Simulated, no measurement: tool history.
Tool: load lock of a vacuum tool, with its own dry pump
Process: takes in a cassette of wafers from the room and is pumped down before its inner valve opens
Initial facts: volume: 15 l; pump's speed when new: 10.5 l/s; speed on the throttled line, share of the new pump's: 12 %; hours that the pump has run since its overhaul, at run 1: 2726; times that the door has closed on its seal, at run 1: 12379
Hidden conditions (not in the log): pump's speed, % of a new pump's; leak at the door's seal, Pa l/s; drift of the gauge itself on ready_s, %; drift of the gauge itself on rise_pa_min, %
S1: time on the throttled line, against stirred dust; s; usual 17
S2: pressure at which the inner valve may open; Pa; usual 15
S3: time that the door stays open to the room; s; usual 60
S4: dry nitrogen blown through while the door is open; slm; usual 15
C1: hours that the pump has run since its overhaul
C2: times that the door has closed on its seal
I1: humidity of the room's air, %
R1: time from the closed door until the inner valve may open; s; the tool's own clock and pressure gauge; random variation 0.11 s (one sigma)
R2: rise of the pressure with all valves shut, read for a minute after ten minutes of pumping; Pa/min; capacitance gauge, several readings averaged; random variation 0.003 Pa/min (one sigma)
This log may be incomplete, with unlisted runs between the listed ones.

{"run": 1, "day": 0.0, "S1": 17, "S2": 15, "S3": 60, "S4": 15, "C1": 2726, "C2": 12379, "I1": 44.8, "R1": 27.7, "R2": 0.063}
{"run": 2, "day": 17.35, "S1": 17, "S2": 15, "S3": 60, "S4": 12, "C1": 3142, "C2": 14270, "I1": 44.7, "R1": 27.6, "R2": 0.067}
{"run": 3, "day": 27.888, "S1": 17, "S2": 15, "S3": 26, "S4": 15, "C1": 3395, "C2": 15419, "I1": 42.1, "R1": 27.4, "R2": 0.062}
{"run": 4, "day": 44.529, "S1": 17, "S2": 15, "S3": 26, "S4": 15, "C1": 3795, "C2": 17232, "I1": 45.2, "R1": 27.7, "R2": 0.068}
{"run": 5, "day": 63.725, "S1": 17, "S2": 15, "S3": 26, "S4": 15, "C1": 4255, "C2": 19324, "I1": 46.5, "R1": 27.8, "R2": 0.07}
{"run": 6, "day": 86.721, "S1": 17, "S2": 15, "S3": 26, "S4": 15, "C1": 4807, "C2": 21830, "I1": 45.2, "R1": 27.8, "R2": 0.073}
{"run": 7, "day": 102.346, "S1": 17, "S2": 15, "S3": 26, "S4": 14, "C1": 5182, "C2": 23534, "I1": 40.2, "R1": 28, "R2": 0.081}
{"run": 8, "day": 117.767, "S1": 17, "S2": 15, "S3": 26, "S4": 14, "C1": 5552, "C2": 25214, "I1": 44.1, "R1": 28, "R2": 0.091}
{"run": 9, "day": 133.362, "S1": 17, "S2": 15, "S3": 26, "S4": 14, "C1": 5927, "C2": 26914, "I1": 47.2, "R1": 27.9, "R2": 0.085}
{"run": 10, "day": 148.717, "S1": 17, "S2": 15, "S3": 60, "S4": 15, "C1": 6295, "C2": 28588, "I1": 46, "R1": 27.9, "R2": 0.101}
{"run": 11, "day": 159.667, "S1": 16, "S2": 15, "S3": 60, "S4": 15, "C1": 6558, "C2": 29781, "I1": 41.8, "R1": 27.2, "R2": 0.108}
{"run": 12, "day": 172.142, "S1": 17, "S2": 15, "S3": 60, "S4": 16, "C1": 6857, "C2": 31141, "I1": 45.9, "R1": 28, "R2": 0.111}
{"run": 13, "day": 183.221, "S1": 17, "S2": 15, "S3": 60, "S4": 15, "C1": 7123, "C2": 32348, "I1": 43.6, "R1": 28.1, "R2": 0.117}
{"run": 14, "day": 198.438, "S1": 17, "S2": 15, "S3": 60, "S4": 15, "C1": 7488, "C2": 34006, "I1": 46.1, "R1": 28.1, "R2": 0.121}
{"run": 15, "day": 217.833, "S1": 17, "S2": 28, "S3": 60, "S4": 15, "C1": 7954, "C2": 36120, "I1": 46.1, "R1": 27.2, "R2": 0.134}
{"run": 16, "day": 237.288, "S1": 17, "S2": 15, "S3": 236, "S4": 15, "C1": 8421, "C2": 38240, "I1": 43.6, "R1": 28.4, "R2": 0.158}
{"run": 17, "day": 258.717, "S1": 17, "S2": 23, "S3": 60, "S4": 15, "C1": 8935, "C2": 40576, "I1": 43.7, "R1": 27.5, "R2": 0.147}
{"run": 18, "day": 281.525, "S1": 17, "S2": 15, "S3": 60, "S4": 15, "C1": 9483, "C2": 43062, "I1": 41.7, "R1": 28.2, "R2": 0.161}
{"run": 19, "day": 302.067, "S1": 17, "S2": 15, "S3": 91, "S4": 15, "C1": 9976, "C2": 45301, "I1": 41.4, "R1": 28.5, "R2": 0.173}
{"run": 20, "day": 313.638, "S1": 13, "S2": 15, "S3": 90, "S4": 15, "C1": 10253, "C2": 46562, "I1": 44.3, "R1": 24.7, "R2": 0.183}
{"run": 21, "day": 324.5, "S1": 13, "S2": 15, "S3": 90, "S4": 15, "C1": 10514, "C2": 47746, "I1": 42.6, "R1": 24.8, "R2": 0.188}
{"run": 22, "day": 340.138, "S1": 12, "S2": 13, "S3": 71, "S4": 23, "C1": 10889, "C2": 49450, "I1": 45.8, "R1": 24.3, "R2": 0.188}
{"run": 23, "day": 352.85, "S1": 17, "S2": 15, "S3": 60, "S4": 15, "C1": 11194, "C2": 50836, "I1": 47.3, "R1": 28.3, "R2": 0.203}
{"run": 24, "day": 368.588, "S1": 24, "S2": 23, "S3": 31, "S4": 14, "C1": 11572, "C2": 52551, "I1": 43.9, "R1": 34, "R2": 0.202}
{"day": 371.933, "done": "door's seal changed, seat wiped"}
{"run": 25, "day": 391.571, "S1": 26, "S2": 25, "S3": 31, "S4": 35, "C1": 12122, "C2": 2140, "I1": 47.3, "R1": 35.4, "R2": 0.02}
{"run": 26, "day": 404.804, "S1": 9, "S2": 29, "S3": 33, "S4": 35, "C1": 12440, "C2": 3582, "I1": 47.5, "R1": 20.6, "R2": 0.022}
{"run": 27, "day": 420.604, "S1": 20, "S2": 15, "S3": 60, "S4": 15, "C1": 12819, "C2": 5304, "I1": 45.4, "R1": 31, "R2": 0.042}
{"run": 28, "day": 432.138, "S1": 24, "S2": 15, "S3": 57, "S4": 27, "C1": 13096, "C2": 6561, "I1": 44.5, "R1": 34.6, "R2": 0.038}
{"run": 29, "day": 456.438, "S1": 24, "S2": 15, "S3": 57, "S4": 37, "C1": 13679, "C2": 9210, "I1": 46.3, "R1": 34.8, "R2": 0.04}
{"run": 30, "day": 480.583, "S1": 18, "S2": 15, "S3": 41, "S4": 15, "C1": 14258, "C2": 11841, "I1": 43.8, "R1": 29.6, "R2": 0.054}
{"run": 31, "day": 496.646, "S1": 33, "S2": 15, "S3": 41, "S4": 16, "C1": 14644, "C2": 13592, "I1": 43.3, "R1": 42.6, "R2": 0.053}
{"run": 32, "day": 519.688, "S1": 33, "S2": 20, "S3": 157, "S4": 16, "C1": 15197, "C2": 16103, "I1": 45.8, "R1": 42.3, "R2": 0.073}
{"run": 33, "day": 530.304, "S1": 16, "S2": 20, "S3": 127, "S4": 16, "C1": 15452, "C2": 17260, "I1": 46.8, "R1": 27.6, "R2": 0.078}
{"day": 542.908, "done": "dry pump taken out, an overhauled one fitted"}
{"run": 34, "day": 543.7, "S1": 16, "S2": 20, "S3": 127, "S4": 16, "C1": 19, "C2": 18693, "I1": 44.9, "R1": 26.4, "R2": 0.076}
{"run": 35, "day": 567.296, "S1": 16, "S2": 22, "S3": 127, "S4": 12, "C1": 585, "C2": 21265, "I1": 46, "R1": 26, "R2": 0.084}
{"run": 36, "day": 579.562, "S1": 16, "S2": 17, "S3": 127, "S4": 6, "C1": 880, "C2": 22602, "I1": 45, "R1": 26.8, "R2": 0.102}

Predict each of these 3 candidate next runs independently; none follows another, all start after run 36:
{"run": "A", "day": 593.25, "S1": 17, "S2": 30, "S3": 194, "S4": 12, "C1": 1208, "C2": 24093, "I1": 44.1, "R1": "?", "R2": "?"}
{"run": "B", "day": 593.25, "S1": 26, "S2": 15, "S3": 83, "S4": 34, "C1": 1208, "C2": 24093, "I1": 44.1, "R1": "?", "R2": "?"}
{"run": "C", "day": 593.25, "S1": 17, "S2": 25, "S3": 60, "S4": 15, "C1": 1208, "C2": 24093, "I1": 45.7, "R1": "?", "R2": "?"}

run=A R1=26.7 R2=0.103
run=B R1=35.5 R2=0.073
run=C R1=26.9 R2=0.086
Without the tool's unlogged condition, the same runs would have read:
run=A R1=26.6 R2=0.058
run=B R1=35.4 R2=0.028
run=C R1=26.8 R2=0.041
